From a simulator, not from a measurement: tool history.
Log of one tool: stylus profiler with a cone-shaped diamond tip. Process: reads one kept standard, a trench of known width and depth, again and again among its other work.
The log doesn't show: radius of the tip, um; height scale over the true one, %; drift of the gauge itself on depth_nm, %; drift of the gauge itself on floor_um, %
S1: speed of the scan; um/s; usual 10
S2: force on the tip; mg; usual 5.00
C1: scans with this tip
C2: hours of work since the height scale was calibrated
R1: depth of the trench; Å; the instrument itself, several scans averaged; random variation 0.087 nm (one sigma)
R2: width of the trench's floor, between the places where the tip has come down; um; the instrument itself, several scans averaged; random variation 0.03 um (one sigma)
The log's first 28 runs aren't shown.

run,hour,S1,S2,C1,C2,R1,R2
29,647.9,20,1.69,10166,721,2028.1,47.79
30,679.6,33,3.41,10417,738,2045.3,47.72
31,703.6,33,3.41,10608,752,2043.6,47.72
32,721.9,10,3.49,10753,762,2043.5,47.82
33,738.3,11,11.32,10883,771,2098.0,47.84
34,754.4,3,1.99,11011,780,2031.7,47.83
35,780.3,24,14.55,11217,795,2115.4,47.83
36,795.1,19,14.55,11335,803,2114.8,47.74
37,824.2,27,5.00,11566,820,2057.6,47.72
38,840.7,8,13.42,11697,829,2109.2,47.83
39,869.7,36,1.84,11927,845,2030.5,47.58
40,887.9,36,1.84,12072,856,2031.8,47.68
41,916.8,2,1.78,12302,872,2031.5,47.76
42,940.8,2,1.78,12492,885,2029.5,47.75
43,956.0,6,13.76,12613,894,2113.6,47.77
44,975.8,15,3.25,12770,905,2043.8,47.80
45,1003.8,15,3.25,12993,921,2042.7,47.72
46,1018.9,15,3.25,13112,929,2044.0,47.76
47,1040.7,15,3.25,13286,942,2043.8,47.72

Forecast each of these 3 alternatives for the next run:
A,1065.7,17,2.07,13484,956,?,?
B,1065.7,29,2.97,13484,956,?,?
C,1065.7,4,4.69,13484,956,?,?

run,R1,R2
A,2033.3,47.70
B,2041.7,47.67
C,2055.0,47.75
Without the tool's hidden state the same runs would have given:
run,R1,R2
A,2031.0,48.19
B,2039.4,48.16
C,2052.7,48.24

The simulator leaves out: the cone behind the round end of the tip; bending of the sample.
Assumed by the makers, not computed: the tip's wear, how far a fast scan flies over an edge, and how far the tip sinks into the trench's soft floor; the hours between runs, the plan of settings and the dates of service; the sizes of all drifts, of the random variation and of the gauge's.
